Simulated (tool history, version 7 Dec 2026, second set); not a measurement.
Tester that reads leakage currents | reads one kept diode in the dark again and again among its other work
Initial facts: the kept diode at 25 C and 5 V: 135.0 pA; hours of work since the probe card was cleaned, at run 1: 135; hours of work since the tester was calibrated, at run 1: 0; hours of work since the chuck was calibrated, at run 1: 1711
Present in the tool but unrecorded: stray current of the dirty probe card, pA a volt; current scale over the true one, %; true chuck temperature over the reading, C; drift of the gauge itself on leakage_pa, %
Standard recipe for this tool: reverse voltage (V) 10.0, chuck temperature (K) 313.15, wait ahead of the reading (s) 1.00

| run | hour | reverse voltage (V) | chuck temperature (K) | wait ahead of the reading (s) | hours of work since the probe card was cleaned | hours of work since the tester was calibrated | hours of work since the chuck was calibrated | current that the tester gives (pA) |
|---|---|---|---|---|---|---|---|---|
| 1 | 0.0 | 10.0 | 313.15 | 1.00 | 135 | 0 | 1711 | 576.32 |
| 2 | 204.7 | 10.0 | 313.15 | 1.00 | 293 | 158 | 1868 | 571.20 |
|  | 252.1 | chuck's temperature calibrated |
| 3 | 360.6 | 10.0 | 297.15 | 1.00 | 411 | 276 | 84 | 183.73 |
| 4 | 496.2 | 10.0 | 313.15 | 1.00 | 515 | 380 | 188 | 572.18 |
| 5 | 785.0 | 4.1 | 313.15 | 1.00 | 737 | 602 | 410 | 349.03 |
| 6 | 963.7 | 10.0 | 302.15 | 1.00 | 875 | 740 | 547 | 265.80 |
| 7 | 1106.8 | 10.0 | 325.15 | 1.00 | 985 | 850 | 658 | 1244.25 |
| 8 | 1233.8 | 10.0 | 325.15 | 0.41 | 1083 | 948 | 755 | 1240.37 |
| 9 | 1450.2 | 10.0 | 325.15 | 0.41 | 1249 | 1114 | 922 | 1243.52 |
| 10 | 1677.3 | 10.0 | 325.15 | 0.41 | 1424 | 1289 | 1096 | 1251.66 |
| 11 | 1938.8 | 10.0 | 325.15 | 0.41 | 1625 | 1490 | 1298 | 1247.84 |
| 12 | 2074.7 | 10.0 | 308.15 | 1.00 | 1730 | 1595 | 1402 | 405.96 |
| 13 | 2214.1 | 10.0 | 308.15 | 1.00 | 1837 | 1702 | 1509 | 406.06 |
| 14 | 2379.2 | 10.0 | 313.15 | 1.00 | 1964 | 1829 | 1637 | 569.27 |
| 15 | 2601.5 | 2.7 | 294.15 | 1.00 | 2135 | 2000 | 1808 | 71.86 |
|  | 2720.2 | chuck's temperature calibrated |
| 16 | 2802.3 | 3.1 | 313.15 | 0.50 | 2288 | 2153 | 63 | 301.89 |
| 17 | 3024.9 | 19.7 | 302.15 | 0.99 | 2459 | 2324 | 234 | 386.28 |
| 18 | 3190.8 | 14.8 | 313.15 | 1.00 | 2587 | 2452 | 362 | 711.41 |
|  | 3325.1 | probe card cleaned and baked |
| 19 | 3452.2 | 14.8 | 313.15 | 1.00 | 98 | 2651 | 561 | 709.05 |
| 20 | 3616.0 | 14.8 | 298.15 | 0.99 | 224 | 2777 | 687 | 246.72 |
|  | 3768.7 | tester calibrated |
| 21 | 3811.5 | 10.0 | 313.15 | 3.10 | 373 | 33 | 836 | 570.30 |
| 22 | 4078.2 | 10.0 | 313.15 | 3.10 | 578 | 238 | 1041 | 570.36 |
| 23 | 4282.2 | 4.2 | 313.15 | 3.10 | 735 | 395 | 1198 | 353.26 |
| 24 | 4399.3 | 10.0 | 303.15 | 0.45 | 825 | 485 | 1288 | 285.64 |
| 25 | 4584.8 | 10.0 | 301.15 | 1.00 | 968 | 628 | 1431 | 246.14 |
| 26 | 4859.3 | 1.5 | 327.15 | 5.83 | 1179 | 839 | 1642 | 501.08 |
| 27 | 5053.5 | 7.6 | 299.15 | 0.90 | 1328 | 988 | 1791 | 183.11 |

Consider 5 possible next runs. They are alternatives, not a sequence: every one starts from the tool as it was left by run 27. What does each give?
|  | 5204.7 | chuck's temperature calibrated |
| A | 5249.1 | 2.3 | 299.15 | 0.73 | 1477 | 1137 | 34 | ? |
|  | 5204.7 | chuck's temperature calibrated |
| B | 5249.1 | 1.2 | 295.15 | 3.04 | 1477 | 1137 | 34 | ? |
|  | 5204.7 | chuck's temperature calibrated |
| C | 5249.1 | 7.6 | 297.15 | 3.31 | 1477 | 1137 | 34 | ? |
|  | 5204.7 | chuck's temperature calibrated |
| D | 5249.1 | 8.7 | 308.15 | 0.90 | 1477 | 1137 | 34 | ? |
|  | 5204.7 | chuck's temperature calibrated |
| E | 5249.1 | 15.7 | 327.15 | 0.90 | 1477 | 1137 | 34 | ? |

| run | current that the tester gives (pA) |
|---|---|
| A | 95.71 |
| B | 49.34 |
| C | 158.12 |
| D | 378.70 |
| E | 1794.33 |
With the hidden condition removed and each run's random variation left untouched, the same runs would have given:
| run | current that the tester gives (pA) |
|---|---|
| A | 95.69 |
| B | 49.33 |
| C | 158.05 |
| D | 378.63 |
| E | 1794.25 |
